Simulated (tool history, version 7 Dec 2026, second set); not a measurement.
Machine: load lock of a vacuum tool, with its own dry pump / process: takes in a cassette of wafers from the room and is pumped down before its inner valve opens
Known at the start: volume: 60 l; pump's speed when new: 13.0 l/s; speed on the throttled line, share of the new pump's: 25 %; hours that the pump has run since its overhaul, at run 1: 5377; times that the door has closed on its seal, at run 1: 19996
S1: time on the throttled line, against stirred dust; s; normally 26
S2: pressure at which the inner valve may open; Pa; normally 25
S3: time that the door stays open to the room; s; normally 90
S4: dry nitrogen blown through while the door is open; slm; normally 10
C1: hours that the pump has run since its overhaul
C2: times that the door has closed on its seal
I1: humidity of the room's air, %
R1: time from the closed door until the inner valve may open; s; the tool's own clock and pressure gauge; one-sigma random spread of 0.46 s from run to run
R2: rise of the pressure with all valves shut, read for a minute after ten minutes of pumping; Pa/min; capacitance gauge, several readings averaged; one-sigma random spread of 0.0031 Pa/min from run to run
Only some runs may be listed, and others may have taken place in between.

run	hour	S1	S2	S3	S4	C1	C2	I1	R1	R2
1	0.0	26	25	90	10	5377	19996	42.2	59.8	0.247
2	155.1	26	25	90	10	5532	20720	42.2	60.0	0.250
3	274.9	26	25	90	10	5652	21279	42.6	59.7	0.259
4	359.2	26	30	90	10	5736	21672	46.3	58.8	0.267
5	429.4	26	30	90	10	5807	22000	44.2	58.5	0.276
6	510.3	26	25	90	10	5887	22377	48.6	59.8	0.286
7	590.7	26	25	90	10	5968	22752	45.9	60.7	0.282
8	741.6	26	25	90	10	6119	23457	42.3	60.3	0.290
9	865.7	26	25	90	10	6243	24035	46.4	59.2	0.302
10	945.1	26	25	90	10	6322	24406	49.1	60.1	0.313
11	1017.4	26	25	90	10	6395	24743	45.4	60.6	0.309
12	1157.3	26	25	90	10	6534	25396	43.1	59.5	0.324
13	1274.2	22	25	90	10	6651	25942	45.0	57.0	0.334
14	1432.7	22	25	90	10	6810	26681	45.4	56.9	0.335
15	1508.3	22	25	90	10	6885	27034	42.6	57.4	0.347
16	1651.2	22	25	90	10	7028	27701	42.7	57.5	0.358
17	1797.3	22	25	90	10	7174	28383	47.2	57.3	0.365
18	1890.6	22	25	90	10	7268	28818	45.1	57.0	0.370
19	2021.1	22	42	38	10	7398	29427	43.0	54.7	0.338
20	2142.9	30	28	216	8	7520	29995	43.9	62.7	0.472
21	2235.0	34	28	216	5	7612	30425	47.5	65.1	0.495
22	2323.3	34	44	66	7	7700	30837	45.8	64.3	0.394
23	2489.3	32	25	90	10	7866	31611	46.1	64.8	0.426
24	2654.1	37	35	90	12	8031	32381	43.6	66.2	0.435
25	2803.7	37	35	90	12	8181	33079	46.4	66.7	0.453
26	2917.1	15	27	51	22	8294	33608	43.9	51.8	0.414
27	3021.8	15	27	51	22	8399	34096	46.1	52.9	0.431
28	3147.8	15	27	51	22	8525	34684	44.3	52.9	0.442
29	3248.7	15	43	44	17	8626	35155	43.7	49.8	0.441
30	3385.0	15	18	50	6	8762	35791	45.4	54.7	0.479
31	3535.2	15	18	50	6	8912	36492	43.7	54.2	0.492
32	3644.2	34	41	69	14	9021	37000	42.2	65.1	0.504
33	3738.3	34	41	69	14	9115	37440	46.9	64.7	0.517
# hour 3780.3: door's seal changed, seat wiped
34	3839.4	34	41	33	14	9215	276	44.9	64.6	0.038
35	3934.5	34	41	33	14	9310	719	47.5	64.8	0.040
36	4013.2	19	50	123	11	9389	1086	43.3	51.9	0.104

Alternative continuations, all from the tool just after run 36; predict every row:
A	4132.0	19	30	134	12	9508	1641	45.0	?	?
B	4132.0	32	25	90	10	9508	1641	47.3	?	?
C	4132.0	31	50	46	9	9508	1641	46.6	?	?

run	R1	R2
A	55.5	0.109
B	65.2	0.095
C	60.7	0.064
Take away the tool's hidden state, keep each run's random variation, and the runs would have read:
run	R1	R2
A	52.4	0.102
B	62.4	0.088
C	58.1	0.058

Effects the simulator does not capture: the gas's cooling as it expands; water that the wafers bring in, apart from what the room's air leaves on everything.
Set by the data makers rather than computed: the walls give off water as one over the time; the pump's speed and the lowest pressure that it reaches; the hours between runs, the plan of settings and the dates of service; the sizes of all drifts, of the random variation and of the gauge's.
